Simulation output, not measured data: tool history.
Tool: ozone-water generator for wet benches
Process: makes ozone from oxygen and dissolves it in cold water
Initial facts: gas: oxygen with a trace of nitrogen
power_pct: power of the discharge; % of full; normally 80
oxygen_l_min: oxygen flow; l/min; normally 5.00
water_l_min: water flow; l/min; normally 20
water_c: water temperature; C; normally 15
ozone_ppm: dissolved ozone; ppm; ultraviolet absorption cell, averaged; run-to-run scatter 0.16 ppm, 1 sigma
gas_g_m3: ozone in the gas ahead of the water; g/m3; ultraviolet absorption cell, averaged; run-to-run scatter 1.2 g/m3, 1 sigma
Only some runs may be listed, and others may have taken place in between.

run   hour  power_pct  oxygen_l_min  water_l_min  water_c  ozone_ppm  gas_g_m3
  1    0.0         80          5.00           20       15       20.9     211.4
  2   15.1         80          5.00           20       15       20.9     211.1
  3   28.5         80          5.00           20       15       20.9     215.1
  4   44.1         80          5.00           20       15       20.9     214.1
  5   62.6         80          4.30           20       15       20.2     225.7
  6   76.3         80          4.30           20       15       20.3     224.2
  7   96.5         80          4.30           20       15       20.1     223.5
  8  125.3         80          4.30           20        8       21.8     225.3
  9  139.6         93          5.00           20       15       23.4     235.9
 10  160.7         93          5.00           20       15       23.4     233.6
 11  187.7         93          5.00           20       15       23.2     238.5
 12  201.4         93          5.00           20       15       23.4     234.5
 13  230.7         93          5.00           20       15       23.1     235.7
 14  256.4         93          5.00           13        8       38.4     236.5
 15  275.4         70          2.87           20       16       16.2     235.4
 16  289.3         70          2.87           20       16       15.8     236.4
 17  309.0         70          5.60           20       16       19.2     187.9
 18  335.2         80          5.00           15        8       30.3     211.7
 19  361.9         80          5.00           20        8       22.5     214.1
 20  389.7         80          5.00           20        8       22.8     212.5
 21  402.7         41          2.82           20       20       10.8     164.4

Predict the results of run 22:
 22  430.1         65          4.43           15       11          ?         ?

Run 22 gave ozone_ppm 25.0 ppm, gas_g_m3 194.7 g/m3.
With no hidden state in the tool, this same run would have given ozone_ppm 25.0 ppm, gas_g_m3 194.8 g/m3.

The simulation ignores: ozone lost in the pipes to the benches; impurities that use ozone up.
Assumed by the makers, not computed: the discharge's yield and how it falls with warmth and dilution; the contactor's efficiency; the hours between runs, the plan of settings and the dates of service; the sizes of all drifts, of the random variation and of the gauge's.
